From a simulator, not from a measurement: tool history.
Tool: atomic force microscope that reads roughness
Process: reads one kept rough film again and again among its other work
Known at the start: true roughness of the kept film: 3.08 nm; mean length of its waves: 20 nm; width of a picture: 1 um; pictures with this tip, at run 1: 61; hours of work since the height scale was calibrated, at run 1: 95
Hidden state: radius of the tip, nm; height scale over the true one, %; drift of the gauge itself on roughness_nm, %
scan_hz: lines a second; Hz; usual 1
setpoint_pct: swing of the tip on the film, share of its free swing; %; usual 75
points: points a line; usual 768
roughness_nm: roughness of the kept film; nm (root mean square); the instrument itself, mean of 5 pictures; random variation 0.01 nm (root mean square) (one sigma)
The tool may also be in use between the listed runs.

run	hour	scan_hz	setpoint_pct	points	pictures with this tip	hours of work since the height scale was calibrated	roughness_nm
1	0	1	75	768	61	95	2.286
2	5.3	1	75	260	67	99	2.216
3	16.1	1	75	260	79	106	2.188
4	20.8	1	75	396	85	110	2.246
5	29.9	1	75	396	95	116	2.246
6	40.7	1	75	278	108	124	2.216
7	46.5	1	75	278	115	128	2.217
8	56.1	1	75	278	126	135	2.207
9	65.9	1	75	278	137	142	2.199
10	76.7	1	75	278	150	149	2.191
11	84	1	75	278	158	154	2.221
12	90.3	1	75	768	165	159	2.25
13	99.2	1.39	80	318	176	165	2.173
14	104	1.39	83	318	181	169	2.155
15	110.9	1.71	77	714	189	174	2.212
16	117.8	2.61	73	456	197	178	2.178
# hour 123.9: new tip fitted
17	128.7	0.76	80	359	5	186	2.27
18	136.2	1.37	75	992	14	191	2.274
19	142.2	0.57	65	388	21	195	2.305
20	149	0.57	78	304	29	200	2.23
21	154.7	3.64	78	329	35	204	2.044
22	160	1.5	75	768	41	208	2.261
23	165.5	1.5	75	768	48	212	2.244

Forecast each of these 4 alternatives for the next run:
A	174.5	1.5	75	836	58	218	?
B	174.5	2.81	72	984	58	218	?
C	174.5	3.07	87	967	58	218	?
D	174.5	1	72	768	58	218	?

run	roughness_nm
A	2.252
B	2.19
C	2.015
D	2.295
Without the tool's hidden state the same runs would have given:
run	roughness_nm
A	2.256
B	2.195
C	2.018
D	2.3

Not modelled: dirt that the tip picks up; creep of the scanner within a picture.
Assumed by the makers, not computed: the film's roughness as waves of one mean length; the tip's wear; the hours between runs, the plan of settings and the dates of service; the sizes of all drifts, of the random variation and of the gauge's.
